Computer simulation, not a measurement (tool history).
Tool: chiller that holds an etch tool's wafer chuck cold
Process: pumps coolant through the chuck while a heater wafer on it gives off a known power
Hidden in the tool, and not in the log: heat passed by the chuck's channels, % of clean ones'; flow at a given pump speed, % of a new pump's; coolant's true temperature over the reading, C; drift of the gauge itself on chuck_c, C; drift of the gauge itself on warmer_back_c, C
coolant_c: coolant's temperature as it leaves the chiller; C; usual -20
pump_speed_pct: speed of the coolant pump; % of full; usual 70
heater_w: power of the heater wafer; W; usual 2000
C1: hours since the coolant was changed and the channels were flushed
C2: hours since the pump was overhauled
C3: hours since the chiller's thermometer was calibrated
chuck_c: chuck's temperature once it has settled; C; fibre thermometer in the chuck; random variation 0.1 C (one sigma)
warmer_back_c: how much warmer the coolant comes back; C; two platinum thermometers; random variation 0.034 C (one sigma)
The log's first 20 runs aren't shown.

run 21 hour=1523.9 | coolant_c=-23 pump_speed_pct=94 heater_w=1313 | C1=4187 C2=4770 C3=3873 | chuck_c=-13.8 warmer_back_c=2.64
run 22 hour=1597.6 | coolant_c=-11 pump_speed_pct=79 heater_w=1313 | C1=4261 C2=4844 C3=3947 | chuck_c=-0.4 warmer_back_c=3.21
run 23 hour=1645 | coolant_c=-13 pump_speed_pct=65 heater_w=1689 | C1=4308 C2=4891 C3=3994 | chuck_c=2.8 warmer_back_c=5.1
run 24 hour=1751.4 | coolant_c=-13 pump_speed_pct=65 heater_w=1689 | C1=4415 C2=4998 C3=4100 | chuck_c=3.1 warmer_back_c=5.1
run 25 hour=1805.5 | coolant_c=-13 pump_speed_pct=65 heater_w=1846 | C1=4469 C2=5052 C3=4154 | chuck_c=4.4 warmer_back_c=5.54
run 26 hour=1899.9 | coolant_c=-16 pump_speed_pct=86 heater_w=1172 | C1=4563 C2=5146 C3=4249 | chuck_c=-7.1 warmer_back_c=2.62
run 27 hour=2001.4 | coolant_c=-20 pump_speed_pct=84 heater_w=2000 | C1=4665 C2=5248 C3=4350 | chuck_c=-4.8 warmer_back_c=4.57
run 28 hour=2102.8 | coolant_c=-20 pump_speed_pct=84 heater_w=2000 | C1=4766 C2=5349 C3=4452 | chuck_c=-4.7 warmer_back_c=4.54
run 29 hour=2189.3 | coolant_c=-20 pump_speed_pct=84 heater_w=2000 | C1=4853 C2=5436 C3=4538 | chuck_c=-4.6 warmer_back_c=4.55
run 30 hour=2272.7 | coolant_c=-20 pump_speed_pct=84 heater_w=2000 | C1=4936 C2=5519 C3=4622 | chuck_c=-4.8 warmer_back_c=4.64
-- hour=2352.3 coolant changed, channels flushed
run 31 hour=2361.1 | coolant_c=-14 pump_speed_pct=84 heater_w=2416 | C1=9 C2=5601 C3=4704 | chuck_c=3.3 warmer_back_c=5.51

4 ways to go on from here, each from the tool as it stands after run 31. What would each give?
run A hour=2461.2 | coolant_c=-13 pump_speed_pct=90 heater_w=1121 | C1=109 C2=5702 C3=4804 | chuck_c=? warmer_back_c=?
run B hour=2461.2 | coolant_c=-26 pump_speed_pct=61 heater_w=1889 | C1=109 C2=5702 C3=4804 | chuck_c=? warmer_back_c=?
run C hour=2461.2 | coolant_c=-23 pump_speed_pct=99 heater_w=1073 | C1=109 C2=5702 C3=4804 | chuck_c=? warmer_back_c=?
run D hour=2461.2 | coolant_c=-20 pump_speed_pct=70 heater_w=2863 | C1=109 C2=5702 C3=4804 | chuck_c=? warmer_back_c=?

run=A chuck_c=-5.1 warmer_back_c=2.43
run=B chuck_c=-8.1 warmer_back_c=6.22
run=C chuck_c=-15.8 warmer_back_c=2.06
run=D chuck_c=3.9 warmer_back_c=8.01
Without the tool's hidden state the same runs would have given:
run=A chuck_c=-6.4 warmer_back_c=2.24
run=B chuck_c=-10.1 warmer_back_c=5.72
run=C chuck_c=-17.1 warmer_back_c=1.89
run=D chuck_c=1.4 warmer_back_c=7.36
